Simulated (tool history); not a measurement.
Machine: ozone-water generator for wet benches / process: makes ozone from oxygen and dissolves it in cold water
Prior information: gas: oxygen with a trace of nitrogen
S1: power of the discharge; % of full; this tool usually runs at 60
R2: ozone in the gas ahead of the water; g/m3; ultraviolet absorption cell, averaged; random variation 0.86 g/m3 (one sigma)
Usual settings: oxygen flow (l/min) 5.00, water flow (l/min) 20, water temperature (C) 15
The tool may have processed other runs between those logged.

{"run": 1, "hour": 0.0, "S1": 60, "oxygen flow (l/min)": 5.0, "water flow (l/min)": 20, "water temperature (C)": 15, "dissolved ozone (ppm)": 15.6, "R2": 140.4}
{"run": 2, "hour": 30.5, "S1": 60, "oxygen flow (l/min)": 5.0, "water flow (l/min)": 20, "water temperature (C)": 10, "dissolved ozone (ppm)": 16.7, "R2": 141.1}
{"run": 3, "hour": 56.9, "S1": 60, "oxygen flow (l/min)": 5.0, "water flow (l/min)": 20, "water temperature (C)": 10, "dissolved ozone (ppm)": 16.6, "R2": 140.5}
{"run": 4, "hour": 86.3, "S1": 60, "oxygen flow (l/min)": 5.0, "water flow (l/min)": 20, "water temperature (C)": 10, "dissolved ozone (ppm)": 16.5, "R2": 140.4}
{"run": 5, "hour": 119.3, "S1": 60, "oxygen flow (l/min)": 5.0, "water flow (l/min)": 20, "water temperature (C)": 10, "dissolved ozone (ppm)": 16.6, "R2": 139.1}
{"run": 6, "hour": 156.2, "S1": 60, "oxygen flow (l/min)": 5.0, "water flow (l/min)": 20, "water temperature (C)": 10, "dissolved ozone (ppm)": 16.6, "R2": 140.5}
{"run": 7, "hour": 174.9, "S1": 60, "oxygen flow (l/min)": 5.0, "water flow (l/min)": 20, "water temperature (C)": 10, "dissolved ozone (ppm)": 16.3, "R2": 139.6}
{"run": 8, "hour": 195.8, "S1": 60, "oxygen flow (l/min)": 3.05, "water flow (l/min)": 20, "water temperature (C)": 15, "dissolved ozone (ppm)": 14.8, "R2": 184.0}
{"run": 9, "hour": 239.3, "S1": 60, "oxygen flow (l/min)": 3.05, "water flow (l/min)": 20, "water temperature (C)": 15, "dissolved ozone (ppm)": 14.8, "R2": 183.6}
{"hour": 249.0, "done": "contactor cleaned"}
{"run": 10, "hour": 280.3, "S1": 60, "oxygen flow (l/min)": 3.05, "water flow (l/min)": 20, "water temperature (C)": 15, "dissolved ozone (ppm)": 15.0, "R2": 182.8}
{"run": 11, "hour": 321.4, "S1": 60, "oxygen flow (l/min)": 3.05, "water flow (l/min)": 20, "water temperature (C)": 21, "dissolved ozone (ppm)": 14.0, "R2": 183.7}
{"run": 12, "hour": 348.4, "S1": 60, "oxygen flow (l/min)": 3.05, "water flow (l/min)": 20, "water temperature (C)": 21, "dissolved ozone (ppm)": 14.1, "R2": 185.1}
{"run": 13, "hour": 392.1, "S1": 60, "oxygen flow (l/min)": 3.05, "water flow (l/min)": 20, "water temperature (C)": 21, "dissolved ozone (ppm)": 14.0, "R2": 184.0}
{"run": 14, "hour": 414.6, "S1": 60, "oxygen flow (l/min)": 3.05, "water flow (l/min)": 20, "water temperature (C)": 21, "dissolved ozone (ppm)": 14.0, "R2": 184.9}
{"run": 15, "hour": 458.0, "S1": 60, "oxygen flow (l/min)": 3.05, "water flow (l/min)": 21, "water temperature (C)": 21, "dissolved ozone (ppm)": 13.2, "R2": 185.9}
{"run": 16, "hour": 488.6, "S1": 60, "oxygen flow (l/min)": 5.0, "water flow (l/min)": 20, "water temperature (C)": 15, "dissolved ozone (ppm)": 15.5, "R2": 141.1}

Run 17, settings as shown, results not yet in. Your forecast:
{"run": 17, "hour": 517.2, "S1": 40, "oxygen flow (l/min)": 3.13, "water flow (l/min)": 15, "water temperature (C)": 23, "dissolved ozone (ppm)": "?", "R2": "?"}

dissolved ozone (ppm): 12.6
R2: 132.6 g/m3
Had the tool carried no hidden state, the very same run would have given dissolved ozone (ppm) 12.6, R2 132.7 g/m3.
